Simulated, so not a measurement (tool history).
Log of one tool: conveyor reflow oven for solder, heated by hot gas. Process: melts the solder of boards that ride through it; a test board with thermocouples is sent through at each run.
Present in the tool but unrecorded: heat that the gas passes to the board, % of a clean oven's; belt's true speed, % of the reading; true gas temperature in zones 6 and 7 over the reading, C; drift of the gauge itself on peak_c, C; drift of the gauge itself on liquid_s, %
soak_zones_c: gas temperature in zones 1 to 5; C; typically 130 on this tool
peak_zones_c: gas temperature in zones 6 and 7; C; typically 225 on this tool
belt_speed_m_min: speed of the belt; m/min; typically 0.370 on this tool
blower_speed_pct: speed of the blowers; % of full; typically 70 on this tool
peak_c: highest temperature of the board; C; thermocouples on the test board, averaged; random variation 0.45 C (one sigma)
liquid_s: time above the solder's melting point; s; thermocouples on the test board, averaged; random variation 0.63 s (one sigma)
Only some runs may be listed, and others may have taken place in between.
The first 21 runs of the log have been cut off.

run	hour	soak_zones_c	peak_zones_c	belt_speed_m_min	blower_speed_pct	hours of work since the flux was cleaned out	hours of work since the belt drive was overhauled	hours of work since the thermocouples were changed	peak_c	liquid_s
# hour 164.1: thermocouples of zones 6 and 7 changed
22	169.3	123	225	0.406	70	164	288	2	205.8	48.1
23	178.6	123	225	0.406	70	169	292	7	206.0	48.9
24	186.4	121	233	0.323	54	172	296	10	217.7	76.3
25	193.3	121	233	0.323	54	176	299	13	217.6	78.2
26	200.6	141	224	0.323	54	179	302	17	211.3	81.9
27	212.6	130	225	0.307	75	184	308	22	215.6	86.0
28	221.0	130	225	0.307	75	188	312	26	215.5	88.2
29	226.0	116	225	0.307	58	191	314	28	211.6	74.3
30	234.6	116	225	0.342	51	195	318	32	205.8	57.0
31	245.9	116	225	0.342	51	200	323	38	206.5	57.0

Alternative continuations, all from the tool just after run 31; predict every row:
A	251.9	130	225	0.322	58	202	326	40	?	?
B	251.9	116	239	0.313	51	202	326	40	?	?
C	251.9	130	233	0.427	70	202	326	40	?	?
D	251.9	118	225	0.348	51	202	326	40	?	?

run	peak_c	liquid_s
A	211.8	75.8
B	222.3	83.0
C	211.6	55.4
D	206.7	57.0
Stripped of hidden state, with their random variation kept, the same runs would have yielded:
run	peak_c	liquid_s
A	213.1	77.5
B	223.8	84.3
C	213.6	57.4
D	208.3	59.3
